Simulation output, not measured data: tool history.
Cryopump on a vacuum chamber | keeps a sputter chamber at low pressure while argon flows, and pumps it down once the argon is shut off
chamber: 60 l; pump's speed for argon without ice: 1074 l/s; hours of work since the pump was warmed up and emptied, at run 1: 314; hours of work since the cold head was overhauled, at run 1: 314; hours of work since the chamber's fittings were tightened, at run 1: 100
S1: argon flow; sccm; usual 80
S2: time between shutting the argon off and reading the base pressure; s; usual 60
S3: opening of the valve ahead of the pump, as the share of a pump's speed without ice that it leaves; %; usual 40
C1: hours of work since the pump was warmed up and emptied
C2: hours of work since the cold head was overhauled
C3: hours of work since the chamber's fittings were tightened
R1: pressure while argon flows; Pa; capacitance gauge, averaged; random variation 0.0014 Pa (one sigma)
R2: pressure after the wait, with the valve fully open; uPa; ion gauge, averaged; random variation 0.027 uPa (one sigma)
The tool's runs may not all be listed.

run,hour,S1,S2,S3,C1,C2,C3,R1,R2
1,0.0,80,60,40,314,314,100,0.3245,1.39
2,61.3,80,60,40,360,360,146,0.3283,1.45
3,98.1,80,60,46,388,388,174,0.2862,1.49
4,142.3,80,60,40,421,421,207,0.3281,1.56
5,172.2,105,60,40,444,444,230,0.4305,1.61
6,223.4,80,60,40,482,482,268,0.3284,1.60
7,259.0,80,60,40,509,509,295,0.3330,1.64
8,302.0,80,60,40,542,542,328,0.3324,1.71
9,326.8,80,60,40,560,560,346,0.3306,1.71
10,355.2,49,60,20,582,582,368,0.3967,1.79
11,394.0,56,212,18,611,611,397,0.5020,1.18
12,432.2,56,212,18,639,639,425,0.5027,1.22
13,473.7,98,58,34,671,671,457,0.4822,1.88
14,506.0,86,58,27,695,695,481,0.5265,1.92
15,567.2,86,58,27,741,741,527,0.5280,2.00
16,616.7,140,26,37,778,778,564,0.6341,3.26
17,643.7,52,26,19,799,799,585,0.4446,3.26
18,688.8,41,187,23,833,833,619,0.2959,1.52

Forecast each of these 5 alternatives for the next run:
A,724.8,80,25,30,860,860,646,?,?
B,724.8,44,254,23,860,860,646,?,?
C,724.8,131,60,32,860,860,646,?,?
D,724.8,125,45,38,860,860,646,?,?
E,724.8,68,191,23,860,860,646,?,?

run,R1,R2
A,0.4486,3.42
B,0.3132,1.47
C,0.6907,2.25
D,0.5623,2.52
E,0.4900,1.59
Without the tool's hidden state the same runs would have given:
run,R1,R2
A,0.4206,2.42
B,0.2980,0.46
C,0.6448,1.22
D,0.5185,1.51
E,0.4661,0.56
